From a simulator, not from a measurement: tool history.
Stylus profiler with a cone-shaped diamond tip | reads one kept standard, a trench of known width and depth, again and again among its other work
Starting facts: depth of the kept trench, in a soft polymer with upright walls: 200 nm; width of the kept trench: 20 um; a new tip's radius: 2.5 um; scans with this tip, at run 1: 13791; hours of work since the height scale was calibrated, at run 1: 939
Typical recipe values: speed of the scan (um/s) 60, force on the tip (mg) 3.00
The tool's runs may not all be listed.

run    hour  speed of the scan (um/s)  force on the tip (mg)  scans with this tip  hours of work since the height scale was calibrated  depth of the trench (angstrom)  width of the trench's floor (um)
  1     0.0                        60                   3.00                13791                                                  939                          2018.7                             17.21
  2    28.3                        60                   3.00                14030                                                  955                          2018.9                             17.24
  3    52.1                        60                   3.00                14231                                                  969                          2019.6                             17.20
  4    74.7                        60                   1.90                14421                                                  981                          2017.0                             17.20
  5   104.8                        60                   1.53                14674                                                  999                          2011.6                             17.18
  6   150.9                        92                   1.53                15062                                                 1025                          2012.2                             17.03
  7   186.8                       155                   3.00                15365                                                 1046                          2019.9                             16.96
  8   231.5                       155                   3.00                15742                                                 1071                          2019.2                             16.98
  9   276.0                       155                   3.00                16117                                                 1097                          2021.6                             16.99
 10   298.5                       155                   3.00                16307                                                 1110                          2019.8                             16.98
 11   325.0                        60                   3.62                16530                                                 1125                          2021.7                             17.13
 12   352.2                        60                   3.00                16759                                                 1141                          2018.8                             17.07
 13   396.6                        60                   1.82                17134                                                 1166                          2014.9                             17.09
 14   423.4                        60                   3.00                17360                                                 1181                          2018.8                             17.09
 15   450.9                        60                   3.00                17591                                                 1197                          2019.0                             17.08
 16   485.1                        60                   2.06                17879                                                 1217                          2018.2                             17.09
 17   530.2                        60                   1.25                18259                                                 1243                          2013.5                             16.99
 18   571.4                        60                   1.25                18606                                                 1266                          2013.9                             16.96
 19   602.3                        60                   1.25                18867                                                 1284                          2013.0                             16.97
 20   621.9                        19                   3.00                19032                                                 1295                          2019.5                             17.08
 21   654.5                       187                   3.00                19307                                                 1314                          2020.9                             16.82
 22   697.4                       187                   3.00                19668                                                 1339                          2020.5                             16.79
 23   719.9                        60                   3.00                19858                                                 1351                          2020.6                             17.00
 24   751.3                        25                   3.43                20122                                                 1369                          2022.4                             17.04
 25   771.6                       221                   4.29                20293                                                 1381                          2024.2                             16.75
      775.7  -- height scale calibrated on a step standard
 26   818.7                       150                   7.51                20686                                                   25                          2034.8                             16.87
 27   841.7                        41                   4.16                20879                                                   38                          2029.1                             16.94
      854.0  -- height scale calibrated on a step standard, once more
 28   867.8                        74                   4.37                21095                                                    8                          2019.8                             16.88
 29   901.7                       102                   2.14                21381                                                   27                          2011.8                             16.81
 30   946.6                        16                   3.00                21760                                                   53                          2015.0                             16.98
 31   979.0                       101                   1.12                22033                                                   72                          2008.2                             16.69
 32  1020.4                        80                   1.12                22381                                                   95                          2007.8                             16.76
 33  1044.7                        44                   4.38                22586                                                  109                          2020.1                             16.84
 34  1067.4                       105                   6.24                22777                                                  122                          2024.1                             16.84
 35  1109.0                        38                   6.91                23127                                                  146                          2024.5                             16.91
 36  1138.2                        38                   1.04                23374                                                  163                          2007.2                             16.84
 37  1179.5                        62                   7.59                23722                                                  187                          2027.6                             16.86
 38  1211.0                        62                   7.59                23987                                                  205                          2027.2                             16.86
 39  1256.5                        41                   5.80                24370                                                  231                          2023.2                             16.88
 40  1295.8                        41                   5.80                24702                                                  253                          2023.4                             16.91
 41  1319.5                        41                   5.80                24902                                                  267                          2023.4                             16.83
 42  1365.7                        60                   1.28                25291                                                  293                          2010.8                             16.71
 43  1389.1                        60                   1.28                25488                                                  307                          2010.2                             16.68
 44  1408.2                        28                   1.12                25649                                                  318                          2008.8                             16.82
 45  1452.8                        47                   2.25                26025                                                  343                          2013.6                             16.76
 46  1499.8                        18                   2.21                26421                                                  370                          2011.9                             16.77

What if the next run were any one of these 4? Each begins from the tool's condition after run 46:
  A  1529.0                       104                   2.21                26667                                                  387                               ?                                 ?
  B  1529.0                        22                   3.06                26667                                                  387                               ?                                 ?
  C  1529.0                        16                   5.00                26667                                                  387                               ?                                 ?
  D  1529.0                        29                   4.39                26667                                                  387                               ?                                 ?

run  depth of the trench (angstrom)  width of the trench's floor (um)
  A                          2014.0                             16.58
  B                          2016.7                             16.77
  C                          2022.3                             16.82
  D                          2019.0                             16.79
With no hidden state in the tool, these same runs would have given:
run  depth of the trench (angstrom)  width of the trench's floor (um)
  A                          2011.9                             17.81
  B                          2014.6                             18.01
  C                          2020.2                             18.05
  D                          2016.9                             18.02
